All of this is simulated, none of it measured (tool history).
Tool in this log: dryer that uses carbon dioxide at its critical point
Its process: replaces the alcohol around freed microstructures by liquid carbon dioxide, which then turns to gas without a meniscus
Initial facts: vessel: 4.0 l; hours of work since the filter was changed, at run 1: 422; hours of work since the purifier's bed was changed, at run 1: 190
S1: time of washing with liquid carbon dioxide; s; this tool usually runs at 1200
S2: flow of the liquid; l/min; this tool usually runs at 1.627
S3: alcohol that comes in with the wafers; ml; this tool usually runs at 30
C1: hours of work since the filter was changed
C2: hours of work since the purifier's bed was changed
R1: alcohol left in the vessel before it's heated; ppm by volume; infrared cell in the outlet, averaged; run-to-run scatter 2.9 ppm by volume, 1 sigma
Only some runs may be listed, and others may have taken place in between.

run,hour,S1,S2,S3,C1,C2,R1
1,0,1200,1.627,30,422,190,29
2,57.9,1200,1.627,30,449,217,32
3,86,1200,1.627,30,462,230,32
4,128.6,1200,1.627,30,482,250,27
5,189.3,1200,1.627,30,510,278,31
6,225.4,1200,1.627,113,527,295,68
7,278.7,1200,1.627,30,552,320,40
# hour 300.1: inlet filter changed
8,341.7,1200,1.627,30,19,348,31
9,388.3,1200,1.627,30,41,370,31
10,432.7,1200,1.627,30,62,391,34
11,487,1080,1.627,30,87,416,42
12,540.2,1080,1.627,30,112,441,46
13,588.6,1080,1.627,30,134,463,41
14,623.3,1440,2.04,47,150,479,31
15,684,1200,1.85,74,178,507,45
16,723.8,1140,1.85,67,197,526,46
17,749.5,840,2.66,92,209,538,46

The next listed run, before its measurement:
18,805,1500,1.13,34,235,564,?

{"run 18": {"R1": 61}}
Were there no unlogged condition in the tool, this run, its random variation unchanged, would have produced R1 24 ppm by volume.
